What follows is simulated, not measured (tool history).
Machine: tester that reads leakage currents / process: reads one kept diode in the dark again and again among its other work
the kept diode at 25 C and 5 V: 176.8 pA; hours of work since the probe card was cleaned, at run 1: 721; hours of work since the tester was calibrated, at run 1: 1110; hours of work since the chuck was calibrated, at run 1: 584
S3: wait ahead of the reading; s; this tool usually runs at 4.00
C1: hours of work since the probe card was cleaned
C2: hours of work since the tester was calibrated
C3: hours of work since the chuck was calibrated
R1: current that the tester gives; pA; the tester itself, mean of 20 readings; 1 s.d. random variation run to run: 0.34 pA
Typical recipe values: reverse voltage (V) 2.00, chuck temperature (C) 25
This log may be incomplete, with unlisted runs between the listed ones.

Run 1, hour 0.0: usual settings; C1 721; C2 1110; C3 584. Result: R1 103.29 pA.
Run 2, hour 46.2: usual settings; C1 745; C2 1134; C3 608. Result: R1 103.26 pA.
Run 3, hour 84.2: usual settings but S3 8.20 s; C1 765; C2 1154; C3 628. Result: R1 102.58 pA.
Run 4, hour 143.9: usual settings but S3 8.20 s; C1 796; C2 1186; C3 659. Result: R1 101.99 pA.
Run 5, hour 170.9: usual settings but S3 8.20 s; C1 810; C2 1200; C3 673. Result: R1 101.53 pA.
Run 6, hour 218.3: usual settings but S3 8.20 s; C1 835; C2 1225; C3 698. Result: R1 100.74 pA.
Run 7, hour 269.2: usual settings but S3 8.20 s; C1 862; C2 1252; C3 725. Result: R1 100.59 pA.
Run 8, hour 329.6: usual settings but reverse voltage (V) 2.04; C1 894; C2 1283; C3 757. Result: R1 101.53 pA.
Run 9, hour 356.6: usual settings; C1 908; C2 1297; C3 771. Result: R1 99.98 pA.
Run 10, hour 398.0: usual settings; C1 930; C2 1319; C3 793. Result: R1 99.91 pA.
Run 11, hour 454.0: usual settings; C1 959; C2 1349; C3 822. Result: R1 99.47 pA.
Run 12, hour 508.1: usual settings but reverse voltage (V) 7.18; C1 988; C2 1377; C3 851. Result: R1 186.28 pA.
At hour 541.9: chuck's temperature calibrated.
Run 13, hour 561.5: usual settings but chuck temperature (C) 22; C1 1015; C2 1404; C3 10. Result: R1 92.75 pA.
Run 14, hour 598.0: usual settings; C1 1034; C2 1423; C3 30. Result: R1 118.24 pA.
Run 15, hour 640.6: usual settings; C1 1056; C2 1446; C3 52. Result: R1 117.23 pA.
Run 16, hour 695.8: usual settings; C1 1085; C2 1475; C3 81. Result: R1 117.48 pA.
Run 17, hour 733.8: usual settings; C1 1105; C2 1495; C3 101. Result: R1 116.71 pA.
Run 18, hour 776.5: usual settings; C1 1128; C2 1517; C3 123. Result: R1 117.36 pA.
Run 19, hour 813.4: usual settings; C1 1147; C2 1536; C3 143. Result: R1 116.35 pA.
Run 20, hour 867.5: usual settings but S3 8.76 s; C1 1175; C2 1565; C3 171. Result: R1 115.49 pA.
Run 21, hour 911.9: usual settings but reverse voltage (V) 16.06, S3 0.36 s; C1 1199; C2 1588; C3 194. Result: R1 338.58 pA.
Run 22, hour 961.0: usual settings but reverse voltage (V) 2.77, chuck temperature (C) 22, S3 0.36 s; C1 1225; C2 1614; C3 220. Result: R1 107.27 pA.
Run 23, hour 987.9: usual settings but reverse voltage (V) 5.43, S3 1.50 s; C1 1239; C2 1628; C3 234. Result: R1 189.51 pA.
Run 24, hour 1045.3: usual settings but reverse voltage (V) 3.18, chuck temperature (C) 55, S3 1.31 s; C1 1269; C2 1658; C3 265. Result: R1 1336.62 pA.
Run 25, hour 1093.4: usual settings but reverse voltage (V) 3.18, chuck temperature (C) 55, S3 1.31 s; C1 1294; C2 1684; C3 290. Result: R1 1332.00 pA.
Run 26, hour 1139.7: usual settings but reverse voltage (V) 3.18, chuck temperature (C) 23, S3 0.79 s; C1 1319; C2 1708; C3 314. Result: R1 121.59 pA.
Run 27, hour 1166.7: usual settings but reverse voltage (V) 1.69, S3 3.14 s; C1 1333; C2 1722; C3 328. Result: R1 103.94 pA.
Run 28, hour 1198.6: usual settings but reverse voltage (V) 1.69, S3 1.08 s; C1 1349; C2 1739; C3 345. Result: R1 102.86 pA.
Run 29, hour 1227.7: usual settings but reverse voltage (V) 10.62, chuck temperature (C) 28, S3 5.49 s; C1 1365; C2 1754; C3 360. Result: R1 329.27 pA.
Run 30, hour 1287.7: usual settings but reverse voltage (V) 10.62, chuck temperature (C) 28, S3 0.65 s; C1 1396; C2 1786; C3 392. Result: R1 330.73 pA.
Run 31, hour 1344.5: usual settings but reverse voltage (V) 1.45, chuck temperature (C) 33, S3 0.88 s; C1 1426; C2 1816; C3 422. Result: R1 178.93 pA.
Run 32, hour 1396.3: usual settings but chuck temperature (C) 35; C1 1453; C2 1843; C3 449. Result: R1 243.86 pA.
Run 33, hour 1450.6: usual settings but chuck temperature (C) 44, S3 0.31 s; C1 1482; C2 1871; C3 478. Result: R1 473.18 pA.
Run 34, hour 1479.1: usual settings but chuck temperature (C) 33; C1 1497; C2 1886; C3 493. Result: R1 207.98 pA.
Run 35, hour 1535.4: usual settings but reverse voltage (V) 3.65, chuck temperature (C) 21; C1 1526; C2 1916; C3 522. Result: R1 107.11 pA.
Run 36, hour 1594.8: usual settings but reverse voltage (V) 1.49, chuck temperature (C) 45; C1 1558; C2 1947; C3 553. Result: R1 438.56 pA.
Run 37, hour 1627.8: usual settings but reverse voltage (V) 1.49, chuck temperature (C) 45; C1 1575; C2 1964; C3 571. Result: R1 438.96 pA.
Run 38, hour 1661.1: usual settings but reverse voltage (V) 2.15, chuck temperature (C) 22; C1 1592; C2 1982; C3 588. Result: R1 88.01 pA.
Run 39, hour 1703.8: usual settings but reverse voltage (V) 1.55, S3 0.50 s; C1 1615; C2 2004; C3 611. Result: R1 96.20 pA.

Forecast each of these 4 alternatives for the next run:
Run A, hour 1735.4: usual settings but reverse voltage (V) 9.25, chuck temperature (C) 58, S3 2.13 s; C1 1632; C2 2021; C3 627. Result: R1 ?.
Run B, hour 1735.4: usual settings but S3 3.47 s; C1 1632; C2 2021; C3 627. Result: R1 ?.
Run C, hour 1735.4: usual settings but reverse voltage (V) 11.91, chuck temperature (C) 33; C1 1632; C2 2021; C3 627. Result: R1 ?.
Run D, hour 1735.4: usual settings but reverse voltage (V) 1.32, chuck temperature (C) 36; C1 1632; C2 2021; C3 627. Result: R1 ?.

run       R1
  A  2619.87
  B   107.21
  C   494.43
  D   208.98
The same runs, with their run-to-run variation unchanged, on a tool lacking any hidden condition would have given:
run       R1
  A  2788.12
  B   113.14
  C   513.67
  D   223.99

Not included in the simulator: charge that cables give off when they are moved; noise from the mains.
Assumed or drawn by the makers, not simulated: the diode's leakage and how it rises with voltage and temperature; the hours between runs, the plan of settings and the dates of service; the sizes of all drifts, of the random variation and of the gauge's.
